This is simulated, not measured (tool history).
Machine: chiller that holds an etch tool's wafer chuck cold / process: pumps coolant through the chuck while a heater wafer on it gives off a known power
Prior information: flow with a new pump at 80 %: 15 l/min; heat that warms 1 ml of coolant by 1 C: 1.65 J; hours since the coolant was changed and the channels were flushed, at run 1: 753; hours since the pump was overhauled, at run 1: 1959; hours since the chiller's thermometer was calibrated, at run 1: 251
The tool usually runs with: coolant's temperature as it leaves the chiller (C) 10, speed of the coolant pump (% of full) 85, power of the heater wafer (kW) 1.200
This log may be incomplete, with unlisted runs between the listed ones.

run	day	coolant's temperature as it leaves the chiller (C)	speed of the coolant pump (% of full)	power of the heater wafer (kW)	hours since the coolant was changed and the channels were flushed	hours since the pump was overhauled	hours since the chiller's thermometer was calibrated	chuck's temperature once it has settled (C)	how much warmer the coolant comes back (C)
1	0.000	10	85	1.200	753	1959	251	22.3	2.83
2	0.896	9	85	1.200	774	1980	272	21.4	2.84
3	2.496	9	72	1.200	813	2018	311	22.9	3.35
4	3.783	9	72	1.200	844	2049	342	22.9	3.36
5	5.292	9	72	1.200	880	2086	378	22.8	3.35
6	6.938	10	90	1.200	919	2125	417	22.0	2.66
7	7.638	10	90	1.200	936	2142	434	21.9	2.64
8	8.767	10	90	1.305	963	2169	461	23.0	2.91
9	9.975	10	85	1.200	992	2198	490	22.4	2.84
10	11.550	10	85	0.836	1030	2236	528	18.4	1.96
11	12.296	10	85	0.836	1048	2254	546	18.6	1.97
12	13.642	10	85	0.836	1080	2286	578	18.7	1.98
13	15.204	10	85	0.836	1118	2323	616	18.7	2.01
14	16.579	10	85	1.376	1151	2356	649	24.3	3.27
15	17.833	10	86	1.376	1181	2386	679	24.2	3.21
16	19.371	8	75	1.501	1218	2423	716	25.1	4.05
17	20.742	8	75	1.501	1251	2456	749	25.1	4.01
18	21.733	8	75	1.501	1274	2480	772	25.1	4.07
19	23.421	5	82	1.200	1315	2521	813	17.9	2.94
20	24.479	5	82	1.200	1340	2546	838	18.0	2.97
21	25.933	5	82	1.200	1375	2581	873	17.9	2.96
22	26.625	0	66	1.183	1392	2598	890	14.9	3.65
23	27.412	0	71	1.593	1411	2616	909	18.9	4.54
24	28.450	10	75	1.200	1436	2641	934	23.8	3.24
25	30.042	12	72	1.069	1474	2680	972	24.6	2.99
26	30.800	17	97	0.649	1492	2698	990	23.0	1.28
27	32.283	3	74	0.906	1528	2733	1026	13.4	2.48
28	33.100	3	74	0.906	1547	2753	1045	13.3	2.52
29	33.950	12	81	1.138	1568	2773	1066	24.4	2.82
30	34.971	5	73	0.678	1592	2798	1090	12.9	1.88

Per-run results on a tool with no hidden state, each run keeping its own random variation:
Hidden conditions of the tool in this case: heat passed by the chuck's channels, % of clean ones'; flow at a given pump speed, % of a new pump's; coolant's true temperature over the reading, C; drift of the gauge itself on chuck_c, C; drift of the gauge itself on warmer_back_c, C.
run	chuck's temperature once it has settled (C)	how much warmer the coolant comes back (C)
1	21.8	2.75
2	20.9	2.75
3	22.3	3.24
4	22.2	3.25
5	22.1	3.24
6	21.4	2.58
7	21.3	2.55
8	22.4	2.81
9	21.7	2.74
10	18.0	1.90
11	18.1	1.90
12	18.3	1.91
13	18.3	1.94
14	23.4	3.15
15	23.4	3.09
16	24.1	3.90
17	24.1	3.86
18	24.1	3.91
19	17.1	2.83
20	17.2	2.85
21	17.1	2.84
22	13.9	3.51
23	17.6	4.36
24	22.9	3.11
25	23.8	2.87
26	22.6	1.23
27	12.7	2.37
28	12.6	2.41
29	23.6	2.70
30	12.4	1.80
